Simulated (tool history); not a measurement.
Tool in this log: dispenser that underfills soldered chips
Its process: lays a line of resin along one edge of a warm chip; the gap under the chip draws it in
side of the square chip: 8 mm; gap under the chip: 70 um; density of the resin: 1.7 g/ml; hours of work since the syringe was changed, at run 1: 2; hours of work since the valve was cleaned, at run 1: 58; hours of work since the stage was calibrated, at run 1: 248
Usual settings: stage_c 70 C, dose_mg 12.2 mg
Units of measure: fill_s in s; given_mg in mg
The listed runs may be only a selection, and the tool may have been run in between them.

run	hour	stage_c	dose_mg	hours of work since the syringe was changed	hours of work since the valve was cleaned	hours of work since the stage was calibrated	fill_s	given_mg
1	0.0	70	12.2	2	58	248	33.6	12.03
# hour 6.9: new syringe of resin
2	10.7	70	12.2	2	64	254	33.9	11.92
# hour 16.6: new syringe of resin
3	22.3	70	12.2	4	71	261	39.5	11.92
# hour 25.9: new syringe of resin
4	34.0	70	12.2	5	78	268	45.3	11.81
# hour 35.8: new syringe of resin
5	44.7	70	12.2	5	84	275	46.2	11.83
# hour 45.5: new syringe of resin
6	52.5	70	12.2	4	89	279	41.5	11.81
# hour 55.6: new syringe of resin
7	61.1	70	12.2	3	94	284	38.5	11.83
# hour 65.2: new syringe of resin
8	72.7	70	12.2	5	101	291	45.0	11.74
# hour 74.9: new syringe of resin
9	80.3	79	12.2	3	105	296	24.2	11.74
# hour 84.8: new syringe of resin
10	85.6	79	12.2	1	108	299	19.5	11.70
11	91.4	79	12.2	4	112	302	27.6	11.71
# hour 94.7: new syringe of resin
12	98.9	63	15.4	3	116	307	52.6	14.76
# hour 103.3: dispensing valve cleaned and set on the balance
# hour 105.7: new syringe of resin
13	109.4	62	13.1	2	4	312	54.0	13.11
14	114.4	66	13.3	5	7	315	56.6	13.24
# hour 115.3: new syringe of resin
15	124.0	84	14.7	5	12	321	23.9	14.66
# hour 125.2: new syringe of resin
16	130.8	84	14.7	3	16	325	20.1	14.61
# hour 135.3: new syringe of resin
17	142.1	82	11.1	4	23	332	24.0	11.02
# hour 145.6: new syringe of resin
18	153.4	61	12.9	5	30	338	72.0	12.66
# hour 155.7: new syringe of resin
19	159.0	70	14.0	2	33	342	34.2	13.86

Run 20 has not been measured yet. What should we expect?
# hour 165.0: new syringe of resin
20	165.0	70	14.0	0	36	345	?	?

Run 20 gave fill_s 29.5 s, given_mg 13.79 mg.
With no hidden state in the tool, this same run would have given fill_s 26.0 s, given_mg 14.00 mg.

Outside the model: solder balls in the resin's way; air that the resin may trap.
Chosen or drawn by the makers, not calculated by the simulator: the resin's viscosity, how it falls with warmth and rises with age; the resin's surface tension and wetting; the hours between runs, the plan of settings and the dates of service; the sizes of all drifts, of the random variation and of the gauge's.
